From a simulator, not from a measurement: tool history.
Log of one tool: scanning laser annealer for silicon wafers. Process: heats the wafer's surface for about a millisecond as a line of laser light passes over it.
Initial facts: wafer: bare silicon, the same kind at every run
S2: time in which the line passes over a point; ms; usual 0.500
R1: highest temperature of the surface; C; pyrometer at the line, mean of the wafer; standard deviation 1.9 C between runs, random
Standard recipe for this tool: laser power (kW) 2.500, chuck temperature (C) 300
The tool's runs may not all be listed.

{"run": 1, "hour": 0.0, "laser power (kW)": 2.5, "S2": 0.5, "chuck temperature (C)": 300, "R1": 1082}
{"run": 2, "hour": 7.4, "laser power (kW)": 2.5, "S2": 0.5, "chuck temperature (C)": 300, "R1": 1087}
{"run": 3, "hour": 15.8, "laser power (kW)": 2.5, "S2": 0.5, "chuck temperature (C)": 265, "R1": 1046}
{"run": 4, "hour": 28.6, "laser power (kW)": 2.5, "S2": 0.5, "chuck temperature (C)": 265, "R1": 1045}
{"run": 5, "hour": 35.1, "laser power (kW)": 2.5, "S2": 0.5, "chuck temperature (C)": 300, "R1": 1082}
{"run": 6, "hour": 48.3, "laser power (kW)": 2.5, "S2": 0.404, "chuck temperature (C)": 300, "R1": 1015}
{"run": 7, "hour": 57.1, "laser power (kW)": 2.5, "S2": 0.404, "chuck temperature (C)": 300, "R1": 1015}
{"run": 8, "hour": 69.5, "laser power (kW)": 2.5, "S2": 0.404, "chuck temperature (C)": 300, "R1": 1011}
{"run": 9, "hour": 78.6, "laser power (kW)": 2.5, "S2": 0.5, "chuck temperature (C)": 300, "R1": 1083}
{"run": 10, "hour": 90.7, "laser power (kW)": 2.5, "S2": 0.5, "chuck temperature (C)": 300, "R1": 1081}
{"run": 11, "hour": 99.3, "laser power (kW)": 2.5, "S2": 0.5, "chuck temperature (C)": 269, "R1": 1049}
{"run": 12, "hour": 106.4, "laser power (kW)": 2.5, "S2": 0.5, "chuck temperature (C)": 269, "R1": 1048}
{"run": 13, "hour": 123.3, "laser power (kW)": 2.5, "S2": 0.5, "chuck temperature (C)": 269, "R1": 1050}
{"run": 14, "hour": 129.1, "laser power (kW)": 2.172, "S2": 0.363, "chuck temperature (C)": 266, "R1": 854}
{"run": 15, "hour": 139.9, "laser power (kW)": 2.172, "S2": 0.363, "chuck temperature (C)": 266, "R1": 856}
{"run": 16, "hour": 146.7, "laser power (kW)": 2.5, "S2": 0.396, "chuck temperature (C)": 300, "R1": 1001}
{"run": 17, "hour": 157.7, "laser power (kW)": 2.5, "S2": 0.396, "chuck temperature (C)": 300, "R1": 1002}
{"run": 18, "hour": 166.8, "laser power (kW)": 2.5, "S2": 0.476, "chuck temperature (C)": 303, "R1": 1061}
{"run": 19, "hour": 178.4, "laser power (kW)": 2.5, "S2": 0.589, "chuck temperature (C)": 297, "R1": 1132}
{"run": 20, "hour": 188.5, "laser power (kW)": 2.252, "S2": 0.614, "chuck temperature (C)": 300, "R1": 1066}
{"run": 21, "hour": 199.0, "laser power (kW)": 2.5, "S2": 0.537, "chuck temperature (C)": 300, "R1": 1101}

Taken out of this log: 2 entries between the listed runs. Where each belongs, and how the hidden state differs across it:
After run 10, before run 11: laser's power meter calibrated (hour 94.6)
  light that passes the window, % of a clean one's: 97.46 -> 97.44; laser's true power over the reading, %: 0.21 -> 0.3; width of the line over the set one, %: 0.89 -> 0.9
  measured less the result without the state, R1: -23 -> -22 C
After run 12, before run 13: laser's power meter calibrated, once more (hour 118.1)
  light that passes the window, % of a clean one's: 97.4 -> 97.35; laser's true power over the reading, %: 0.3 -> 0.11; width of the line over the set one, %: 0.9 -> 0.91
  measured less the result without the state, R1: -22 -> -24 C
